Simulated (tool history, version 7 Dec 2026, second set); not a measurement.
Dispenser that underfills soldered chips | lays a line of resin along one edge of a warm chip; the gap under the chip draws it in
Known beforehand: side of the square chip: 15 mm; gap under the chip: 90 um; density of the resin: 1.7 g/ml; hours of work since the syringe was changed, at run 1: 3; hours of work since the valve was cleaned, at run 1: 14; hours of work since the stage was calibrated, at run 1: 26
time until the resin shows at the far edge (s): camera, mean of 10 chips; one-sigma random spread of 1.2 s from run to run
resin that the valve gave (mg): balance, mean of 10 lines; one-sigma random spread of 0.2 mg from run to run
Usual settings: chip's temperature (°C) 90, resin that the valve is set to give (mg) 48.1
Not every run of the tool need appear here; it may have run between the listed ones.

run	hour	chip's temperature (°C)	resin that the valve is set to give (mg)	hours of work since the syringe was changed	hours of work since the valve was cleaned	hours of work since the stage was calibrated	time until the resin shows at the far edge (s)	resin that the valve gave (mg)
1	0	90	48.1	3	14	26	131.7	47.21
2	3.7	90	48.1	5	17	28	147.6	47.27
# hour 7.6: new syringe of resin
3	10.3	90	48.1	2	21	32	127.1	47.38
4	16.9	90	48.1	6	25	36	149.7	46.89
# hour 19.9: new syringe of resin
5	22.5	90	52.5	2	28	40	122.9	51.08
6	27.5	90	48.1	5	32	43	139.3	47.14
# hour 32: new syringe of resin
7	32.7	90	48.1	0	35	46	118.1	46.5
8	35.5	90	48.1	2	37	48	126.5	46.81
9	40.8	90	48.1	6	40	51	147.2	46.58
10	43.5	90	51.3	7	42	53	157.5	49.16
# hour 44.3: new syringe of resin
11	49	90	51.3	3	45	57	130.8	49.26
12	52.6	90	51.3	5	48	59	141.6	49.49
# hour 56.5: new syringe of resin
13	57.3	99	47.5	0	50	62	85.7	45.28
14	62.6	99	47.5	4	54	65	97.2	45.58
15	68	104	42.8	7	57	69	99.4	40.44
# hour 68.7: new syringe of resin
16	74.7	98	57.4	4	61	73	99	54.03
17	78.5	99	43.6	6	64	75	113.2	41.43
# hour 81: new syringe of resin
18	82.3	86	55	1	66	78	132.4	51.77
19	88.4	86	55	5	70	81	155.9	51.85
20	91.9	83	58	7	72	84	188.2	54.55

Predict each of these 3 candidate next runs independently; none follows another, all start after run 20:
# hour 93.3: new syringe of resin
A	98.5	80	60.8	3	76	88	?	?
# hour 93.3: new syringe of resin
B	98.5	91	52.7	3	76	88	?	?
# hour 93.3: new syringe of resin
C	98.5	81	62.2	3	76	88	?	?

run	time until the resin shows at the far edge (s)	resin that the valve gave (mg)
A	184.5	56.78
B	124.3	48.74
C	174.9	58.33
Had the tool no hidden state, the same runs would have come out as:
run	time until the resin shows at the far edge (s)	resin that the valve gave (mg)
A	164.5	60.77
B	110.1	52.17
C	156.1	62.43

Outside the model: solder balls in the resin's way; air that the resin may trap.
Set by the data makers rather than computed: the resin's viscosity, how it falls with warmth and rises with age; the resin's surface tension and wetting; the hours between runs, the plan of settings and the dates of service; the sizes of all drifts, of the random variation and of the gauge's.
